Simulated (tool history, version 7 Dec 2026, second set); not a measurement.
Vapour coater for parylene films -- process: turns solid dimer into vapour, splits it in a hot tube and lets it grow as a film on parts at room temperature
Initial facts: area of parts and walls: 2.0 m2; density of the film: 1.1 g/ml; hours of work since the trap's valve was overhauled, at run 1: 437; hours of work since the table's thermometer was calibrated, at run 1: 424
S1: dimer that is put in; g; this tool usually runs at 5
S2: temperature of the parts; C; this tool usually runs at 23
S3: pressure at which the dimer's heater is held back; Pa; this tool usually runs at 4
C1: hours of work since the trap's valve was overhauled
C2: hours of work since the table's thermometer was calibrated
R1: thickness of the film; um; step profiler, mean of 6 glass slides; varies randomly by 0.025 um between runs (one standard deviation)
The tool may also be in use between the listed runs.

run 1 hour=0 | S1=5 S2=23 S3=4 | C1=437 C2=424 | R1=1.76
run 2 hour=17.5 | S1=5 S2=29 S3=4 | C1=447 C2=433 | R1=1.58
run 3 hour=35 | S1=5 S2=23 S3=4 | C1=456 C2=443 | R1=1.74
run 4 hour=46.5 | S1=5 S2=23 S3=4 | C1=462 C2=449 | R1=1.75
run 5 hour=66.6 | S1=5 S2=23 S3=4 | C1=472 C2=459 | R1=1.75
run 6 hour=79.1 | S1=5 S2=15 S3=4 | C1=479 C2=466 | R1=1.98
run 7 hour=88.4 | S1=5 S2=15 S3=4 | C1=484 C2=471 | R1=1.94
run 8 hour=100.4 | S1=5 S2=16 S3=4 | C1=490 C2=477 | R1=1.95
run 9 hour=112.2 | S1=5 S2=16 S3=4 | C1=496 C2=483 | R1=1.95
run 10 hour=125.1 | S1=5 S2=16 S3=4 | C1=503 C2=490 | R1=1.96
run 11 hour=141 | S1=5 S2=16 S3=4 | C1=511 C2=498 | R1=1.94
run 12 hour=160.1 | S1=5 S2=23 S3=8.7 | C1=521 C2=508 | R1=1.45
run 13 hour=177.6 | S1=5 S2=23 S3=8.7 | C1=531 C2=517 | R1=1.45
run 14 hour=187.3 | S1=5 S2=23 S3=8.7 | C1=536 C2=522 | R1=1.44
run 15 hour=202.6 | S1=5 S2=23 S3=8.7 | C1=544 C2=530 | R1=1.47
run 16 hour=216.2 | S1=5 S2=23 S3=8.7 | C1=551 C2=538 | R1=1.5
run 17 hour=236.1 | S1=5 S2=23 S3=8.7 | C1=561 C2=548 | R1=1.46
run 18 hour=255.6 | S1=5 S2=23 S3=4 | C1=571 C2=558 | R1=1.7
run 19 hour=269.8 | S1=5 S2=23 S3=4 | C1=579 C2=566 | R1=1.7
run 20 hour=285.9 | S1=5 S2=25 S3=4 | C1=587 C2=574 | R1=1.64
run 21 hour=299.1 | S1=5 S2=25 S3=4 | C1=594 C2=581 | R1=1.59
run 22 hour=315.3 | S1=5 S2=23 S3=4 | C1=603 C2=590 | R1=1.71
run 23 hour=329.3 | S1=6 S2=18 S3=4 | C1=610 C2=597 | R1=2.18
run 24 hour=345.9 | S1=3 S2=25 S3=2.01 | C1=619 C2=606 | R1=1.13
run 25 hour=362.6 | S1=3 S2=25 S3=2.01 | C1=628 C2=614 | R1=1.09
-- hour=368.2 trap's valve overhauled
run 26 hour=381.7 | S1=4 S2=30 S3=8.22 | C1=7 C2=622 | R1=1
run 27 hour=401.1 | S1=3 S2=23 S3=5.17 | C1=17 C2=632 | R1=0.95
run 28 hour=410.9 | S1=5 S2=23 S3=5.17 | C1=22 C2=638 | R1=1.55
run 29 hour=421.1 | S1=5 S2=23 S3=6.24 | C1=28 C2=643 | R1=1.49
-- hour=434 trap's valve overhauled, once more
run 30 hour=439.4 | S1=5 S2=23 S3=6.24 | C1=3 C2=650 | R1=1.73
run 31 hour=451.4 | S1=5 S2=23 S3=6.24 | C1=9 C2=657 | R1=1.72
run 32 hour=464.4 | S1=5 S2=23 S3=4.97 | C1=16 C2=663 | R1=1.79
run 33 hour=474 | S1=2 S2=23 S3=4.42 | C1=21 C2=669 | R1=0.72
run 34 hour=487.7 | S1=2 S2=23 S3=4.42 | C1=28 C2=676 | R1=0.74
run 35 hour=504.7 | S1=4 S2=22 S3=4.42 | C1=37 C2=685 | R1=1.52
run 36 hour=520 | S1=5 S2=28 S3=4 | C1=45 C2=693 | R1=1.69
run 37 hour=531.6 | S1=5 S2=28 S3=4 | C1=51 C2=699 | R1=1.77
run 38 hour=543.1 | S1=6 S2=31 S3=4.39 | C1=57 C2=705 | R1=1.99
run 39 hour=556.6 | S1=3 S2=31 S3=3.93 | C1=64 C2=712 | R1=1.01
run 40 hour=565.8 | S1=7 S2=29 S3=5.06 | C1=69 C2=717 | R1=2.29
run 41 hour=580.7 | S1=5 S2=31 S3=4 | C1=77 C2=725 | R1=1.67
run 42 hour=592.1 | S1=5 S2=21 S3=6.59 | C1=83 C2=730 | R1=1.76
run 43 hour=607.7 | S1=5 S2=26 S3=6.58 | C1=91 C2=739 | R1=1.61

4 options for the next run, each taken on its own from the tool as it stands now. Forecast them:
run A hour=620.1 | S1=4 S2=16 S3=6.25 | C1=98 C2=745 | R1=?
run B hour=620.1 | S1=2 S2=17 S3=4 | C1=98 C2=745 | R1=?
run C hour=620.1 | S1=6 S2=26 S3=6.58 | C1=98 C2=745 | R1=?
run D hour=620.1 | S1=3 S2=19 S3=4 | C1=98 C2=745 | R1=?

run=A R1=1.52
run=B R1=0.82
run=C R1=1.95
run=D R1=1.19
Had the tool no hidden state, the same runs would have come out as:
run=A R1=1.53
run=B R1=0.83
run=C R1=1.96
run=D R1=1.2
